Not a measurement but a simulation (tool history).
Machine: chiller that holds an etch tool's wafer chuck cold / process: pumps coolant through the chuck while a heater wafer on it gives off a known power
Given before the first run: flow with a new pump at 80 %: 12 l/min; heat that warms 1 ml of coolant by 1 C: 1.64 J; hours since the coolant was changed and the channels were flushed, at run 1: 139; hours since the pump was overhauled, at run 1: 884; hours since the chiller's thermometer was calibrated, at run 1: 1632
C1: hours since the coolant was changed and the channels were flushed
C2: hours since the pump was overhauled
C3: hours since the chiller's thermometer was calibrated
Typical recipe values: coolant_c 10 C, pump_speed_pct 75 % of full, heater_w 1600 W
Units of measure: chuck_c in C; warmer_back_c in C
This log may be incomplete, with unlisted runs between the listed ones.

{"run": 1, "hour": 0.0, "coolant_c": 10, "pump_speed_pct": 75, "heater_w": 1600, "C1": 139, "C2": 884, "C3": 1632, "chuck_c": 22.3, "warmer_back_c": 5.32}
{"run": 2, "hour": 40.5, "coolant_c": 10, "pump_speed_pct": 94, "heater_w": 1600, "C1": 179, "C2": 924, "C3": 1672, "chuck_c": 19.8, "warmer_back_c": 4.24}
{"run": 3, "hour": 81.1, "coolant_c": 10, "pump_speed_pct": 75, "heater_w": 1600, "C1": 220, "C2": 965, "C3": 1713, "chuck_c": 22.3, "warmer_back_c": 5.32}
{"run": 4, "hour": 111.5, "coolant_c": 10, "pump_speed_pct": 75, "heater_w": 1600, "C1": 250, "C2": 995, "C3": 1743, "chuck_c": 22.5, "warmer_back_c": 5.34}
{"run": 5, "hour": 156.8, "coolant_c": 10, "pump_speed_pct": 75, "heater_w": 1600, "C1": 296, "C2": 1041, "C3": 1788, "chuck_c": 22.5, "warmer_back_c": 5.3}
{"run": 6, "hour": 219.4, "coolant_c": 10, "pump_speed_pct": 75, "heater_w": 1600, "C1": 358, "C2": 1103, "C3": 1851, "chuck_c": 22.6, "warmer_back_c": 5.39}
{"run": 7, "hour": 283.5, "coolant_c": 10, "pump_speed_pct": 75, "heater_w": 1600, "C1": 422, "C2": 1167, "C3": 1915, "chuck_c": 22.5, "warmer_back_c": 5.42}
{"hour": 287.6, "done": "chiller's thermometer calibrated"}
{"run": 8, "hour": 314.4, "coolant_c": 10, "pump_speed_pct": 75, "heater_w": 949, "C1": 452, "C2": 1197, "C3": 27, "chuck_c": 17.6, "warmer_back_c": 3.19}
{"run": 9, "hour": 383.2, "coolant_c": 7, "pump_speed_pct": 61, "heater_w": 1523, "C1": 521, "C2": 1266, "C3": 96, "chuck_c": 21.7, "warmer_back_c": 6.35}
{"hour": 418.6, "done": "chiller's thermometer calibrated, once more"}
{"run": 10, "hour": 447.8, "coolant_c": 7, "pump_speed_pct": 61, "heater_w": 1523, "C1": 585, "C2": 1330, "C3": 29, "chuck_c": 21.2, "warmer_back_c": 6.34}
{"run": 11, "hour": 507.5, "coolant_c": 10, "pump_speed_pct": 60, "heater_w": 1365, "C1": 644, "C2": 1389, "C3": 89, "chuck_c": 22.8, "warmer_back_c": 5.76}
{"run": 12, "hour": 577.0, "coolant_c": 2, "pump_speed_pct": 75, "heater_w": 2042, "C1": 714, "C2": 1459, "C3": 158, "chuck_c": 17.7, "warmer_back_c": 6.93}
{"run": 13, "hour": 613.5, "coolant_c": 18, "pump_speed_pct": 75, "heater_w": 1377, "C1": 750, "C2": 1495, "C3": 195, "chuck_c": 28.6, "warmer_back_c": 4.72}
{"run": 14, "hour": 670.7, "coolant_c": 18, "pump_speed_pct": 75, "heater_w": 1165, "C1": 808, "C2": 1553, "C3": 252, "chuck_c": 27.0, "warmer_back_c": 3.99}
{"run": 15, "hour": 712.7, "coolant_c": 18, "pump_speed_pct": 75, "heater_w": 1165, "C1": 850, "C2": 1595, "C3": 294, "chuck_c": 27.2, "warmer_back_c": 3.92}

Entry by entry between the runs, the difference in hidden state between the last listed run before and the first listed run after:
Runs 7 to 8: chiller's thermometer calibrated (hour 287.6)
  heat passed by the chuck's channels, % of clean ones': 97.8 -> 97.7; flow at a given pump speed, % of a new pump's: 97.2 -> 97.1; coolant's true temperature over the reading, C: 0.26 -> 0.43
  the result without the hidden state subtracted from the measured one, chuck_c: +0.8 -> +0.7 C; warmer_back_c: +0.15 -> +0.09 C
Runs 9 to 10: chiller's thermometer calibrated, once more (hour 418.6)
  heat passed by the chuck's channels, % of clean ones': 97.4 -> 97.2; flow at a given pump speed, % of a new pump's: 97 -> 96.9; coolant's true temperature over the reading, C: 0.44 -> -0.06
  the result without the hidden state subtracted from the measured one, chuck_c: +1.1 -> +0.6 C; warmer_back_c: +0.19 -> +0.19 C
